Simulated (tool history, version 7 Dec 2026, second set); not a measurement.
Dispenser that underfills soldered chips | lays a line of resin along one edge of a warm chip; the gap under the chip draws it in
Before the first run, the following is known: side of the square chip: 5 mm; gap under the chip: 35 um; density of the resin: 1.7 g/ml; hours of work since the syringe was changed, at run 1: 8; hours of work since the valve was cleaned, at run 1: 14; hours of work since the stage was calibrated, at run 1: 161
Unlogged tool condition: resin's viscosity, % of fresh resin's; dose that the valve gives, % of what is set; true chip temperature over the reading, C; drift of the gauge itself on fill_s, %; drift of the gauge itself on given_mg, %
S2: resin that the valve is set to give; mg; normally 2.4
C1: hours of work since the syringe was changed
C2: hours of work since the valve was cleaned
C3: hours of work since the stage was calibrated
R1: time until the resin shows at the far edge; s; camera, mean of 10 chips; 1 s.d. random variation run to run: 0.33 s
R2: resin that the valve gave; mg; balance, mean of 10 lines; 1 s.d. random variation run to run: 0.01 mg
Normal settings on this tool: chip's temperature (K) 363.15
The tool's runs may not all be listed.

{"run": 1, "hour": 0.0, "chip's temperature (K)": 363.15, "S2": 2.4, "C1": 8, "C2": 14, "C3": 161, "R1": 19.1, "R2": 2.37}
{"hour": 1.1, "done": "new syringe of resin"}
{"run": 2, "hour": 4.1, "chip's temperature (K)": 363.15, "S2": 2.4, "C1": 2, "C2": 16, "C3": 163, "R1": 14.2, "R2": 2.36}
{"run": 3, "hour": 6.7, "chip's temperature (K)": 363.15, "S2": 2.92, "C1": 4, "C2": 18, "C3": 165, "R1": 15.4, "R2": 2.88}
{"run": 4, "hour": 10.5, "chip's temperature (K)": 363.15, "S2": 2.92, "C1": 6, "C2": 20, "C3": 167, "R1": 17.3, "R2": 2.86}
{"hour": 14.7, "done": "new syringe of resin"}
{"run": 5, "hour": 16.3, "chip's temperature (K)": 363.15, "S2": 2.92, "C1": 1, "C2": 24, "C3": 171, "R1": 13.7, "R2": 2.84}
{"run": 6, "hour": 22.4, "chip's temperature (K)": 363.15, "S2": 2.92, "C1": 5, "C2": 28, "C3": 174, "R1": 16.4, "R2": 2.85}
{"run": 7, "hour": 25.4, "chip's temperature (K)": 363.15, "S2": 2.4, "C1": 7, "C2": 29, "C3": 176, "R1": 18.3, "R2": 2.32}
{"hour": 28.0, "done": "new syringe of resin"}
{"run": 8, "hour": 32.2, "chip's temperature (K)": 363.15, "S2": 2.4, "C1": 3, "C2": 33, "C3": 180, "R1": 15.1, "R2": 2.3}
{"run": 9, "hour": 35.1, "chip's temperature (K)": 363.15, "S2": 2.4, "C1": 4, "C2": 35, "C3": 182, "R1": 16.7, "R2": 2.32}
{"run": 10, "hour": 38.4, "chip's temperature (K)": 363.15, "S2": 2.4, "C1": 7, "C2": 37, "C3": 184, "R1": 18.3, "R2": 2.31}
{"hour": 41.6, "done": "new syringe of resin"}
{"run": 11, "hour": 43.2, "chip's temperature (K)": 363.15, "S2": 2.4, "C1": 1, "C2": 40, "C3": 187, "R1": 13.6, "R2": 2.3}
{"run": 12, "hour": 49.6, "chip's temperature (K)": 363.15, "S2": 2.06, "C1": 5, "C2": 44, "C3": 191, "R1": 17.7, "R2": 1.96}
{"run": 13, "hour": 53.3, "chip's temperature (K)": 363.15, "S2": 2.06, "C1": 7, "C2": 46, "C3": 193, "R1": 19.9, "R2": 1.98}
{"hour": 55.0, "done": "new syringe of resin"}
{"run": 14, "hour": 58.8, "chip's temperature (K)": 363.15, "S2": 2.4, "C1": 2, "C2": 50, "C3": 197, "R1": 15.1, "R2": 2.29}
{"run": 15, "hour": 63.7, "chip's temperature (K)": 363.15, "S2": 2.4, "C1": 5, "C2": 53, "C3": 200, "R1": 17, "R2": 2.26}
{"run": 16, "hour": 67.6, "chip's temperature (K)": 363.15, "S2": 2.4, "C1": 8, "C2": 55, "C3": 202, "R1": 19.9, "R2": 2.29}
{"hour": 68.8, "done": "new syringe of resin"}
{"run": 17, "hour": 72.0, "chip's temperature (K)": 363.15, "S2": 2.4, "C1": 2, "C2": 58, "C3": 205, "R1": 14.1, "R2": 2.27}
{"run": 18, "hour": 78.4, "chip's temperature (K)": 363.15, "S2": 2.4, "C1": 6, "C2": 62, "C3": 209, "R1": 18.1, "R2": 2.27}
{"run": 19, "hour": 81.4, "chip's temperature (K)": 363.15, "S2": 2.4, "C1": 8, "C2": 64, "C3": 211, "R1": 19.3, "R2": 2.25}
{"hour": 82.4, "done": "new syringe of resin"}
{"run": 20, "hour": 87.4, "chip's temperature (K)": 368.15, "S2": 2.7, "C1": 3, "C2": 67, "C3": 214, "R1": 11.7, "R2": 2.51}
{"run": 21, "hour": 91.5, "chip's temperature (K)": 363.15, "S2": 2.54, "C1": 6, "C2": 70, "C3": 217, "R1": 17, "R2": 2.37}
{"hour": 95.9, "done": "new syringe of resin"}
{"run": 22, "hour": 98.3, "chip's temperature (K)": 363.15, "S2": 3.05, "C1": 1, "C2": 74, "C3": 221, "R1": 13.4, "R2": 2.82}
{"run": 23, "hour": 101.7, "chip's temperature (K)": 373.15, "S2": 3, "C1": 4, "C2": 76, "C3": 223, "R1": 10.3, "R2": 2.8}
{"run": 24, "hour": 105.6, "chip's temperature (K)": 353.15, "S2": 2.16, "C1": 6, "C2": 78, "C3": 225, "R1": 27.4, "R2": 1.98}
{"hour": 107.1, "done": "dispensing valve cleaned and set on the balance"}
{"hour": 110.5, "done": "new syringe of resin"}
{"run": 25, "hour": 112.2, "chip's temperature (K)": 353.15, "S2": 2.16, "C1": 1, "C2": 3, "C3": 229, "R1": 21.3, "R2": 2.17}

Run 26, settings as shown, results not yet in. Your forecast:
{"run": 26, "hour": 114.9, "chip's temperature (K)": 365.15, "S2": 2.53, "C1": 3, "C2": 5, "C3": 230, "R1": "?", "R2": "?"}

{"run 26": {"R1": 13.9, "R2": 2.53}}
On a tool with no hidden condition, and with the same random variation, this run would have come out at R1 12.4 s, R2 2.55 mg.
